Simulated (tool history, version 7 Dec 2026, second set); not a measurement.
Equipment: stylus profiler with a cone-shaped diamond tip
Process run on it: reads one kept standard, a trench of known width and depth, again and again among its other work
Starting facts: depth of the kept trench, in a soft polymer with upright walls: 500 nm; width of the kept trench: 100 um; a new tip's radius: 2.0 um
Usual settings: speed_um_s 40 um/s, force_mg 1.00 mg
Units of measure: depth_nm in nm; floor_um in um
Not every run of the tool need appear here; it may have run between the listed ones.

Run 1, hour 0.0: usual settings. Result: depth_nm 502.54 nm, floor_um 96.39 um.
Run 2, hour 118.1: usual settings but force_mg 0.53 mg. Result: depth_nm 500.75 nm, floor_um 96.31 um.
At hour 182.4: height scale calibrated on a step standard.
Run 3, hour 249.9: usual settings but force_mg 0.53 mg. Result: depth_nm 503.21 nm, floor_um 96.27 um.
Run 4, hour 376.4: usual settings but force_mg 0.53 mg. Result: depth_nm 503.21 nm, floor_um 96.22 um.
Run 5, hour 514.5: usual settings but force_mg 0.53 mg. Result: depth_nm 502.70 nm, floor_um 96.21 um.
Run 6, hour 571.4: usual settings but force_mg 0.53 mg. Result: depth_nm 502.68 nm, floor_um 96.21 um.
Run 7, hour 692.8: usual settings but force_mg 0.53 mg. Result: depth_nm 502.57 nm, floor_um 96.22 um.
Run 8, hour 825.0: usual settings but force_mg 0.53 mg. Result: depth_nm 502.30 nm, floor_um 96.17 um.
Run 9, hour 907.0: usual settings but speed_um_s 157 um/s, force_mg 0.53 mg. Result: depth_nm 502.35 nm, floor_um 95.26 um.
Run 10, hour 974.5: usual settings but speed_um_s 157 um/s, force_mg 0.53 mg. Result: depth_nm 502.05 nm, floor_um 95.21 um.
Run 11, hour 1092.5: usual settings but speed_um_s 44 um/s, force_mg 1.52 mg. Result: depth_nm 505.05 nm, floor_um 96.24 um.
Run 12, hour 1184.1: usual settings but speed_um_s 105 um/s, force_mg 0.44 mg. Result: depth_nm 501.71 nm, floor_um 95.55 um.
Run 13, hour 1281.3: usual settings but speed_um_s 84 um/s, force_mg 0.48 mg. Result: depth_nm 501.66 nm, floor_um 95.72 um.
Run 14, hour 1406.8: usual settings but speed_um_s 84 um/s, force_mg 0.48 mg. Result: depth_nm 501.53 nm, floor_um 95.69 um.
Run 15, hour 1470.9: usual settings but speed_um_s 47 um/s, force_mg 2.97 mg. Result: depth_nm 508.11 nm, floor_um 96.15 um.
Run 16, hour 1538.6: usual settings but speed_um_s 47 um/s, force_mg 2.97 mg. Result: depth_nm 508.18 nm, floor_um 96.17 um.

Hidden state or all else? Some run-to-run changes of depth_nm, split into what the settings, what came in and random variation would give without the hidden state, and what is left for the hidden state (with any gauge scatter that isn't in both results):
The tool's hidden condition here consists of: radius of the tip, um; height scale over the true one, %; drift of the gauge itself on depth_nm, %; drift of the gauge itself on floor_um, %.
Run 2 -> 3: height scale calibrated on a step standard. depth_nm +2.46 nm: hidden state +2.36, all else +0.10.
Run 14 -> 15: speed_um_s 84 -> 47, force_mg 0.48 -> 2.97. depth_nm +6.58 nm: hidden state -0.10, all else +6.68.
